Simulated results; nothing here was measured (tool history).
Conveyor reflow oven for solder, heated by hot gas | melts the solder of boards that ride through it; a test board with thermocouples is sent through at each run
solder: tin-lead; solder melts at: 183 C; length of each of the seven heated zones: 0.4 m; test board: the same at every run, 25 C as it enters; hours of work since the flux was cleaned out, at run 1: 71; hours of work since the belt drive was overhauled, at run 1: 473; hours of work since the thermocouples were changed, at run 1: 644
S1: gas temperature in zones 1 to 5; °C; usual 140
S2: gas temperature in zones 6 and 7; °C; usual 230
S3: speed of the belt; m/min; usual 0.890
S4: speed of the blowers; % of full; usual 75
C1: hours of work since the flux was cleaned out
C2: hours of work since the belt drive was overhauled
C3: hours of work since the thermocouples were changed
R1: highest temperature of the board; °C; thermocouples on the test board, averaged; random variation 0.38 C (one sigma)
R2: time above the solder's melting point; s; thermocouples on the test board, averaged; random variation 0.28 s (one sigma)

{"run": 1, "hour": 0.0, "S1": 140, "S2": 230, "S3": 0.89, "S4": 75, "C1": 71, "C2": 473, "C3": 644, "R1": 211.8, "R2": 37.6}
{"run": 2, "hour": 61.5, "S1": 140, "S2": 230, "S3": 0.89, "S4": 59, "C1": 117, "C2": 518, "C3": 690, "R1": 208.5, "R2": 34.6}
{"hour": 100.0, "done": "thermocouples of zones 6 and 7 changed"}
{"run": 3, "hour": 144.6, "S1": 140, "S2": 230, "S3": 0.715, "S4": 59, "C1": 177, "C2": 579, "C3": 33, "R1": 216.8, "R2": 50.9}
{"run": 4, "hour": 184.2, "S1": 140, "S2": 230, "S3": 0.715, "S4": 59, "C1": 207, "C2": 609, "C3": 63, "R1": 216.0, "R2": 51.3}
{"run": 5, "hour": 234.0, "S1": 140, "S2": 230, "S3": 0.715, "S4": 59, "C1": 244, "C2": 646, "C3": 100, "R1": 216.1, "R2": 50.7}
{"hour": 250.8, "done": "flux residue cleaned out of gas plates and filters"}
{"run": 6, "hour": 280.9, "S1": 140, "S2": 222, "S3": 0.89, "S4": 75, "C1": 22, "C2": 677, "C3": 131, "R1": 206.5, "R2": 34.2}
{"run": 7, "hour": 328.3, "S1": 140, "S2": 230, "S3": 0.99, "S4": 75, "C1": 58, "C2": 712, "C3": 167, "R1": 210.0, "R2": 32.3}
{"run": 8, "hour": 400.7, "S1": 140, "S2": 230, "S3": 0.99, "S4": 75, "C1": 112, "C2": 767, "C3": 221, "R1": 209.3, "R2": 32.4}
{"run": 9, "hour": 485.9, "S1": 140, "S2": 230, "S3": 0.99, "S4": 75, "C1": 176, "C2": 830, "C3": 284, "R1": 209.0, "R2": 31.8}
{"run": 10, "hour": 548.1, "S1": 140, "S2": 228, "S3": 0.89, "S4": 75, "C1": 222, "C2": 877, "C3": 331, "R1": 210.9, "R2": 37.2}
{"hour": 597.3, "done": "flux residue cleaned out of gas plates and filters"}
{"run": 11, "hour": 622.8, "S1": 140, "S2": 228, "S3": 0.89, "S4": 75, "C1": 19, "C2": 929, "C3": 383, "R1": 211.4, "R2": 38.5}
{"run": 12, "hour": 687.5, "S1": 136, "S2": 228, "S3": 0.89, "S4": 75, "C1": 67, "C2": 977, "C3": 431, "R1": 210.1, "R2": 36.7}
{"run": 13, "hour": 737.4, "S1": 136, "S2": 226, "S3": 0.89, "S4": 75, "C1": 105, "C2": 1014, "C3": 469, "R1": 209.0, "R2": 35.1}
{"run": 14, "hour": 806.4, "S1": 136, "S2": 239, "S3": 0.89, "S4": 75, "C1": 156, "C2": 1066, "C3": 520, "R1": 219.0, "R2": 41.9}
{"run": 15, "hour": 852.8, "S1": 140, "S2": 221, "S3": 0.89, "S4": 75, "C1": 191, "C2": 1100, "C3": 555, "R1": 205.0, "R2": 33.1}
{"hour": 941.9, "done": "flux residue cleaned out of gas plates and filters"}
{"run": 16, "hour": 943.8, "S1": 133, "S2": 234, "S3": 0.89, "S4": 61, "C1": 1, "C2": 1165, "C3": 619, "R1": 212.2, "R2": 36.0}
{"run": 17, "hour": 1023.4, "S1": 133, "S2": 234, "S3": 0.89, "S4": 61, "C1": 61, "C2": 1224, "C3": 678, "R1": 211.3, "R2": 36.0}
{"hour": 1077.6, "done": "thermocouples of zones 6 and 7 changed"}
{"run": 18, "hour": 1082.7, "S1": 133, "S2": 234, "S3": 0.89, "S4": 61, "C1": 104, "C2": 1267, "C3": 4, "R1": 212.6, "R2": 35.8}
{"run": 19, "hour": 1126.1, "S1": 130, "S2": 235, "S3": 0.807, "S4": 61, "C1": 136, "C2": 1299, "C3": 36, "R1": 215.5, "R2": 42.3}
{"run": 20, "hour": 1162.9, "S1": 140, "S2": 223, "S3": 0.89, "S4": 61, "C1": 164, "C2": 1327, "C3": 64, "R1": 204.0, "R2": 31.7}
{"run": 21, "hour": 1242.8, "S1": 140, "S2": 231, "S3": 0.995, "S4": 61, "C1": 223, "C2": 1386, "C3": 123, "R1": 206.2, "R2": 29.7}
{"hour": 1291.2, "done": "flux residue cleaned out of gas plates and filters"}
{"run": 22, "hour": 1312.7, "S1": 128, "S2": 230, "S3": 0.859, "S4": 75, "C1": 16, "C2": 1435, "C3": 172, "R1": 213.2, "R2": 37.7}
{"run": 23, "hour": 1348.9, "S1": 153, "S2": 236, "S3": 0.858, "S4": 59, "C1": 43, "C2": 1462, "C3": 199, "R1": 218.5, "R2": 47.4}
{"run": 24, "hour": 1408.1, "S1": 153, "S2": 236, "S3": 0.858, "S4": 59, "C1": 87, "C2": 1506, "C3": 243, "R1": 218.5, "R2": 47.8}
{"run": 25, "hour": 1472.4, "S1": 140, "S2": 221, "S3": 0.827, "S4": 75, "C1": 135, "C2": 1554, "C3": 291, "R1": 206.9, "R2": 38.3}
{"run": 26, "hour": 1548.6, "S1": 145, "S2": 236, "S3": 0.827, "S4": 55, "C1": 192, "C2": 1611, "C3": 348, "R1": 216.8, "R2": 46.0}
{"run": 27, "hour": 1600.8, "S1": 145, "S2": 237, "S3": 0.827, "S4": 55, "C1": 231, "C2": 1650, "C3": 387, "R1": 217.3, "R2": 46.0}
{"hour": 1638.8, "done": "flux residue cleaned out of gas plates and filters"}
{"hour": 1650.7, "done": "belt drive overhauled, speed set with a stopwatch"}
{"run": 28, "hour": 1658.0, "S1": 152, "S2": 230, "S3": 0.89, "S4": 74, "C1": 11, "C2": 5, "C3": 423, "R1": 215.0, "R2": 42.5}
{"run": 29, "hour": 1723.6, "S1": 152, "S2": 230, "S3": 0.875, "S4": 63, "C1": 60, "C2": 54, "C3": 472, "R1": 212.8, "R2": 42.1}

How the hidden state differs across the entries between the runs, from the last listed run before each to the first after it:
Between runs 2 and 3: thermocouples of zones 6 and 7 changed (hour 100.0)
  heat that the gas passes to the board, % of a clean oven's: 97.1 -> 95.6; belt's true speed, % of the reading: 99.23 -> 99.14; true gas temperature in zones 6 and 7 over the reading, C: -1.93 -> 0.16
  measured less the result without the state, R1: -2.0 -> -0.5 °C; R2: -1.2 -> +0.0 s
Between runs 5 and 6: flux residue cleaned out of gas plates and filters (hour 250.8)
  heat that the gas passes to the board, % of a clean oven's: 94 -> 99.2; belt's true speed, % of the reading: 99.03 -> 98.98; true gas temperature in zones 6 and 7 over the reading, C: 0.05 -> -0.01
  measured less the result without the state, R1: -0.8 -> +0.1 °C; R2: -0.3 -> +0.4 s
Between runs 10 and 11: flux residue cleaned out of gas plates and filters (hour 597.3)
  heat that the gas passes to the board, % of a clean oven's: 94.8 -> 99.5; belt's true speed, % of the reading: 98.66 -> 98.57; true gas temperature in zones 6 and 7 over the reading, C: -0.38 -> -0.47
  measured less the result without the state, R1: -1.2 -> -0.1 °C; R2: -0.5 -> +0.6 s
Between runs 15 and 16: flux residue cleaned out of gas plates and filters (hour 941.9)
  heat that the gas passes to the board, % of a clean oven's: 95.7 -> 99.7; belt's true speed, % of the reading: 98.29 -> 98.18; true gas temperature in zones 6 and 7 over the reading, C: -0.78 -> -0.89
  measured less the result without the state, R1: -1.2 -> -0.2 °C; R2: -0.5 -> +0.7 s
Between runs 17 and 18: thermocouples of zones 6 and 7 changed (hour 1077.6)
  heat that the gas passes to the board, % of a clean oven's: 98.4 -> 97.4; belt's true speed, % of the reading: 98.08 -> 98.01; true gas temperature in zones 6 and 7 over the reading, C: -1 -> -0.34
  measured less the result without the state, R1: -0.5 -> -0.2 °C; R2: +0.4 -> +0.6 s
Between runs 21 and 22: flux residue cleaned out of gas plates and filters (hour 1291.2)
  heat that the gas passes to the board, % of a clean oven's: 94.8 -> 99.1; belt's true speed, % of the reading: 97.82 -> 97.75; true gas temperature in zones 6 and 7 over the reading, C: -0.56 -> -0.65
  measured less the result without the state, R1: -1.0 -> +0.0 °C; R2: -0.2 -> +0.9 s
Between runs 27 and 28: flux residue cleaned out of gas plates and filters (hour 1638.8); belt drive overhauled, speed set with a stopwatch (hour 1650.7)
  heat that the gas passes to the board, % of a clean oven's: 94.3 -> 99.3; belt's true speed, % of the reading: 97.43 -> 99.95; true gas temperature in zones 6 and 7 over the reading, C: -1.04 -> -1.11
  measured less the result without the state, R1: -1.2 -> -1.1 °C; R2: +0.5 -> -0.6 s

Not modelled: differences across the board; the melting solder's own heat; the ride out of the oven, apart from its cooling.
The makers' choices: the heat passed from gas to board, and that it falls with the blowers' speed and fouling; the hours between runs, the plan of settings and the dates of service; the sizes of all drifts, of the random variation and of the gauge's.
